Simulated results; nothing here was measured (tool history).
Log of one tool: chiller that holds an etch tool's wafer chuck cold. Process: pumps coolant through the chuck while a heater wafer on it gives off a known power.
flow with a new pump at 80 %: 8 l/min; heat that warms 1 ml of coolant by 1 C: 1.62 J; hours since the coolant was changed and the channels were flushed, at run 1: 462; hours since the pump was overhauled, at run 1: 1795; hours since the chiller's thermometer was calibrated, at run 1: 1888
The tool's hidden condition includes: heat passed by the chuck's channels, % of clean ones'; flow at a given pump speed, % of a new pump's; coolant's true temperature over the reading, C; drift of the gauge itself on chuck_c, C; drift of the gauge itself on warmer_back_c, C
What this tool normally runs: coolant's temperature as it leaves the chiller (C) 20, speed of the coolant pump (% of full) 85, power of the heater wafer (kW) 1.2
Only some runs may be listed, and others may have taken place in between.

run	hour	coolant's temperature as it leaves the chiller (C)	speed of the coolant pump (% of full)	power of the heater wafer (kW)	hours since the coolant was changed and the channels were flushed	hours since the pump was overhauled	hours since the chiller's thermometer was calibrated	chuck's temperature once it has settled (K)	how much warmer the coolant comes back (C)
1	0	20	85	1.2	462	1795	1888	305.25	5.47
2	83.9	20	85	1.2	546	1879	1972	305.45	5.55
3	123	20	85	1.2	585	1918	2011	305.55	5.48
4	205.6	20	85	1.2	667	2000	2094	305.75	5.61
# hour 219.9: chiller's thermometer calibrated
5	265.1	20	85	0.759	726	2059	45	300.65	3.54
6	306	20	85	0.759	767	2100	86	300.75	3.5
7	341.6	20	85	1.2	802	2135	122	305.35	5.59
8	384.7	20	85	1.2	846	2179	165	305.05	5.58
9	450.9	20	85	1.2	912	2245	231	305.25	5.59
10	493.2	19	98	1.2	954	2287	273	302.95	4.81
11	563.6	20	64	1.537	1024	2357	344	312.85	9.6
12	620.3	20	64	1.537	1081	2414	400	313.05	9.63
13	703.7	20	64	1.537	1164	2498	484	313.15	9.66
14	759.7	20	64	1.537	1221	2554	540	313.15	9.74
15	836.6	11	66	1.598	1297	2631	617	304.75	9.78
16	920.5	14	82	1.2	1381	2714	701	300.15	5.95
17	998	26	82	1.2	1459	2792	778	312.15	5.91
18	1045.3	13	75	1.2	1506	2839	825	300.05	6.47

Below are 3 alternative next runs, each starting from the tool's condition after run 18. Predict each:
A	1118.7	20	85	1.482	1579	2913	899	?	?
B	1118.7	23	60	0.647	1579	2913	899	?	?
C	1118.7	26	75	1.2	1579	2913	899	?	?

run	chuck's temperature once it has settled (K)	how much warmer the coolant comes back (C)
A	308.95	7.09
B	305.45	4.46
C	313.15	6.52
What these runs would have given with no unlogged condition in the tool:
run	chuck's temperature once it has settled (K)	how much warmer the coolant comes back (C)
A	307.05	6.44
B	304.25	4.05
C	311.45	5.91

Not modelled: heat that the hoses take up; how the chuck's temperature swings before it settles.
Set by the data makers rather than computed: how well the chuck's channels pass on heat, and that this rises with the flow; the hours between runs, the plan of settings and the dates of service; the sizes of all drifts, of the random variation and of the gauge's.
